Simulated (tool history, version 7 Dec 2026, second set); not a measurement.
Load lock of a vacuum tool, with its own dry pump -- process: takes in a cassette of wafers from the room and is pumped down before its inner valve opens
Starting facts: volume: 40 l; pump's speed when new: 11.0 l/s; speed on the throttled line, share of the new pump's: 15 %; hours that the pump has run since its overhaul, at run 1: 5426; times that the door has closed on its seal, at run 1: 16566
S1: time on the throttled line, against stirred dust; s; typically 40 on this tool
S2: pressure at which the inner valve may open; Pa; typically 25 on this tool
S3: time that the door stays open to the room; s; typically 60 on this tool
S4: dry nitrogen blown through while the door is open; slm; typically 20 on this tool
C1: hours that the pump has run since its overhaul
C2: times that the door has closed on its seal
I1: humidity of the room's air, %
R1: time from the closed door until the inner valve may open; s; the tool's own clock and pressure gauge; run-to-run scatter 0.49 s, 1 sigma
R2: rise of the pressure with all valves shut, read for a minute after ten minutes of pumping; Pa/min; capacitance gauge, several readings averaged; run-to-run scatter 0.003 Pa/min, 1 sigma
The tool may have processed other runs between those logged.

{"run": 1, "hour": 0.0, "S1": 40, "S2": 25, "S3": 60, "S4": 20, "C1": 5426, "C2": 16566, "I1": 46.0, "R1": 64.7, "R2": 0.05}
{"run": 2, "hour": 221.3, "S1": 40, "S2": 25, "S3": 60, "S4": 20, "C1": 5647, "C2": 17170, "I1": 47.8, "R1": 63.7, "R2": 0.054}
{"run": 3, "hour": 365.9, "S1": 40, "S2": 25, "S3": 60, "S4": 20, "C1": 5792, "C2": 17565, "I1": 42.2, "R1": 64.4, "R2": 0.043}
{"run": 4, "hour": 599.2, "S1": 40, "S2": 25, "S3": 60, "S4": 20, "C1": 6025, "C2": 18201, "I1": 44.8, "R1": 64.4, "R2": 0.047}
{"run": 5, "hour": 788.5, "S1": 40, "S2": 25, "S3": 60, "S4": 20, "C1": 6214, "C2": 18718, "I1": 46.1, "R1": 64.6, "R2": 0.049}
{"run": 6, "hour": 1012.6, "S1": 40, "S2": 28, "S3": 60, "S4": 20, "C1": 6438, "C2": 19330, "I1": 45.0, "R1": 64.5, "R2": 0.049}
{"run": 7, "hour": 1248.3, "S1": 40, "S2": 28, "S3": 60, "S4": 20, "C1": 6674, "C2": 19973, "I1": 43.9, "R1": 64.1, "R2": 0.045}
{"run": 8, "hour": 1370.4, "S1": 40, "S2": 28, "S3": 60, "S4": 20, "C1": 6796, "C2": 20307, "I1": 42.8, "R1": 63.6, "R2": 0.048}
{"run": 9, "hour": 1479.1, "S1": 40, "S2": 28, "S3": 60, "S4": 20, "C1": 6905, "C2": 20604, "I1": 44.0, "R1": 63.7, "R2": 0.048}
{"run": 10, "hour": 1608.8, "S1": 40, "S2": 28, "S3": 60, "S4": 20, "C1": 7035, "C2": 20958, "I1": 41.3, "R1": 64.7, "R2": 0.046}
{"run": 11, "hour": 1715.4, "S1": 40, "S2": 28, "S3": 60, "S4": 20, "C1": 7141, "C2": 21249, "I1": 43.8, "R1": 63.7, "R2": 0.046}
{"run": 12, "hour": 1822.6, "S1": 40, "S2": 28, "S3": 60, "S4": 20, "C1": 7248, "C2": 21541, "I1": 47.3, "R1": 63.1, "R2": 0.048}
{"run": 13, "hour": 1969.2, "S1": 40, "S2": 28, "S3": 60, "S4": 20, "C1": 7395, "C2": 21942, "I1": 43.4, "R1": 64.7, "R2": 0.043}
{"run": 14, "hour": 2158.0, "S1": 40, "S2": 28, "S3": 60, "S4": 20, "C1": 7584, "C2": 22457, "I1": 45.7, "R1": 62.9, "R2": 0.05}
{"run": 15, "hour": 2330.7, "S1": 40, "S2": 28, "S3": 60, "S4": 20, "C1": 7757, "C2": 22928, "I1": 46.5, "R1": 63.1, "R2": 0.049}
{"run": 16, "hour": 2539.2, "S1": 40, "S2": 28, "S3": 60, "S4": 20, "C1": 7965, "C2": 23497, "I1": 41.8, "R1": 63.3, "R2": 0.054}
{"run": 17, "hour": 2688.0, "S1": 40, "S2": 25, "S3": 60, "S4": 15, "C1": 8114, "C2": 23904, "I1": 48.1, "R1": 64.5, "R2": 0.057}
{"run": 18, "hour": 2810.3, "S1": 40, "S2": 25, "S3": 60, "S4": 15, "C1": 8236, "C2": 24238, "I1": 47.1, "R1": 64.1, "R2": 0.062}
{"run": 19, "hour": 2982.9, "S1": 40, "S2": 34, "S3": 60, "S4": 15, "C1": 8409, "C2": 24709, "I1": 48.7, "R1": 63.4, "R2": 0.057}
{"run": 20, "hour": 3210.5, "S1": 30, "S2": 25, "S3": 60, "S4": 42, "C1": 8636, "C2": 25330, "I1": 50.0, "R1": 55.9, "R2": 0.036}
{"run": 21, "hour": 3339.6, "S1": 30, "S2": 25, "S3": 60, "S4": 42, "C1": 8765, "C2": 25683, "I1": 46.2, "R1": 56.3, "R2": 0.037}
{"run": 22, "hour": 3456.9, "S1": 76, "S2": 24, "S3": 236, "S4": 7, "C1": 8883, "C2": 26003, "I1": 48.6, "R1": 94.8, "R2": 0.111}
{"run": 23, "hour": 3695.9, "S1": 76, "S2": 24, "S3": 236, "S4": 8, "C1": 9122, "C2": 26655, "I1": 40.2, "R1": 94.9, "R2": 0.093}
{"run": 24, "hour": 3844.4, "S1": 76, "S2": 32, "S3": 236, "S4": 8, "C1": 9270, "C2": 27061, "I1": 44.0, "R1": 94.1, "R2": 0.099}
{"run": 25, "hour": 4059.9, "S1": 40, "S2": 33, "S3": 60, "S4": 20, "C1": 9486, "C2": 27649, "I1": 46.2, "R1": 63.1, "R2": 0.053}
{"run": 26, "hour": 4241.2, "S1": 46, "S2": 22, "S3": 60, "S4": 20, "C1": 9667, "C2": 28144, "I1": 41.8, "R1": 69.6, "R2": 0.046}
{"run": 27, "hour": 4373.4, "S1": 46, "S2": 22, "S3": 60, "S4": 20, "C1": 9799, "C2": 28505, "I1": 42.1, "R1": 70.0, "R2": 0.048}
{"run": 28, "hour": 4487.9, "S1": 46, "S2": 31, "S3": 75, "S4": 12, "C1": 9914, "C2": 28817, "I1": 43.4, "R1": 68.6, "R2": 0.059}
{"hour": 4647.6, "done": "door's seal changed, seat wiped"}
{"run": 29, "hour": 4661.1, "S1": 46, "S2": 31, "S3": 75, "S4": 12, "C1": 10085, "C2": 37, "I1": 43.4, "R1": 67.9, "R2": 0.057}
{"run": 30, "hour": 4880.7, "S1": 57, "S2": 25, "S3": 75, "S4": 12, "C1": 10305, "C2": 637, "I1": 47.4, "R1": 78.6, "R2": 0.057}
{"run": 31, "hour": 5077.9, "S1": 26, "S2": 26, "S3": 169, "S4": 20, "C1": 10502, "C2": 1175, "I1": 45.5, "R1": 53.0, "R2": 0.066}
{"run": 32, "hour": 5204.4, "S1": 35, "S2": 33, "S3": 169, "S4": 20, "C1": 10629, "C2": 1520, "I1": 45.0, "R1": 58.4, "R2": 0.071}
{"run": 33, "hour": 5333.6, "S1": 35, "S2": 33, "S3": 169, "S4": 20, "C1": 10758, "C2": 1873, "I1": 47.2, "R1": 59.0, "R2": 0.071}
{"run": 34, "hour": 5442.2, "S1": 35, "S2": 33, "S3": 169, "S4": 20, "C1": 10867, "C2": 2169, "I1": 44.9, "R1": 60.1, "R2": 0.071}
{"run": 35, "hour": 5657.6, "S1": 22, "S2": 21, "S3": 60, "S4": 20, "C1": 11082, "C2": 2757, "I1": 46.2, "R1": 49.6, "R2": 0.05}
{"run": 36, "hour": 5793.3, "S1": 40, "S2": 27, "S3": 60, "S4": 4, "C1": 11218, "C2": 3128, "I1": 43.6, "R1": 64.0, "R2": 0.061}
{"run": 37, "hour": 5948.5, "S1": 24, "S2": 39, "S3": 60, "S4": 20, "C1": 11373, "C2": 3552, "I1": 46.7, "R1": 49.0, "R2": 0.052}

4 ways to go on from here, each from the tool as it stands after run 37. What would each give?
{"run": "A", "hour": 6092.1, "S1": 30, "S2": 25, "S3": 60, "S4": 20, "C1": 11516, "C2": 3944, "I1": 43.8, "R1": "?", "R2": "?"}
{"run": "B", "hour": 6092.1, "S1": 23, "S2": 25, "S3": 27, "S4": 32, "C1": 11516, "C2": 3944, "I1": 42.7, "R1": "?", "R2": "?"}
{"run": "C", "hour": 6092.1, "S1": 38, "S2": 25, "S3": 60, "S4": 35, "C1": 11516, "C2": 3944, "I1": 45.2, "R1": "?", "R2": "?"}
{"run": "D", "hour": 6092.1, "S1": 24, "S2": 33, "S3": 111, "S4": 25, "C1": 11516, "C2": 3944, "I1": 47.5, "R1": "?", "R2": "?"}

run=A R1=55.9 R2=0.049
run=B R1=50.2 R2=0.031
run=C R1=63.2 R2=0.038
run=D R1=49.5 R2=0.059
Without the tool's hidden state the same runs would have given:
run=A R1=55.9 R2=0.049
run=B R1=50.2 R2=0.030
run=C R1=63.2 R2=0.037
run=D R1=49.5 R2=0.059
